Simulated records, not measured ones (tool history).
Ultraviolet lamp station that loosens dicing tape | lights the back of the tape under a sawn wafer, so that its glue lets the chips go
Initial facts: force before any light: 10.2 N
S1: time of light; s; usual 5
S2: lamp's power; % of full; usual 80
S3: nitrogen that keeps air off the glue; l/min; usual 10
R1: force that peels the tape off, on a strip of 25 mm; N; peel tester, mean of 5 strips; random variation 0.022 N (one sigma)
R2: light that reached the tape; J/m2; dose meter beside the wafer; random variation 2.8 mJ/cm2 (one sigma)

Run 1, hour 0.0: usual settings. Result: R1 1.175 N, R2 3570 J/m2.
Run 2, hour 19.0: usual settings. Result: R1 1.154 N, R2 3530 J/m2.
Run 3, hour 27.9: usual settings but S2 70 % of full. Result: R1 1.487 N, R2 3120 J/m2.
Run 4, hour 37.8: usual settings but S2 70 % of full. Result: R1 1.541 N, R2 3050 J/m2.
Run 5, hour 55.5: usual settings but S2 70 % of full. Result: R1 1.583 N, R2 3100 J/m2.
Run 6, hour 71.3: usual settings but S2 70 % of full. Result: R1 1.591 N, R2 3040 J/m2.
Run 7, hour 88.9: usual settings but S2 82 % of full. Result: R1 1.192 N, R2 3600 J/m2.
Run 8, hour 99.0: usual settings but S1 3 s, S3 5 l/min. Result: R1 3.588 N, R2 2150 J/m2.
Run 9, hour 107.4: usual settings but S1 3 s, S2 94 % of full, S3 7 l/min. Result: R1 2.704 N, R2 2410 J/m2.
Run 10, hour 126.4: usual settings but S1 3 s, S2 94 % of full, S3 7 l/min. Result: R1 2.687 N, R2 2440 J/m2.
Run 11, hour 141.9: usual settings but S1 8 s, S2 62 % of full, S3 15 l/min. Result: R1 0.606 N, R2 4220 J/m2.
Run 12, hour 155.9: usual settings but S1 8 s, S2 65 % of full, S3 15 l/min. Result: R1 0.581 N, R2 4460 J/m2.

Branching from run 12: 4 alternative next runs. What would each branch give?
Run A, hour 164.5: usual settings but S2 65 % of full, S3 15 l/min. Result: R1 ?, R2 ?.
Run B, hour 164.5: usual settings but S1 8 s, S2 78 % of full, S3 7 l/min. Result: R1 ?, R2 ?.
Run C, hour 164.5: usual settings but S1 2 s, S2 65 % of full, S3 15 l/min. Result: R1 ?, R2 ?.
Run D, hour 164.5: usual settings but S1 7 s, S2 65 % of full, S3 7 l/min. Result: R1 ?, R2 ?.

run     R1    R2
  A  1.503  2780
  B  0.654  5370
  C  4.562  1100
  D  1.328  3870
What these runs would have given with no unlogged condition in the tool:
run     R1    R2
  A  1.233  3100
  B  0.517  5970
  C  4.177  1230
  D  1.076  4310

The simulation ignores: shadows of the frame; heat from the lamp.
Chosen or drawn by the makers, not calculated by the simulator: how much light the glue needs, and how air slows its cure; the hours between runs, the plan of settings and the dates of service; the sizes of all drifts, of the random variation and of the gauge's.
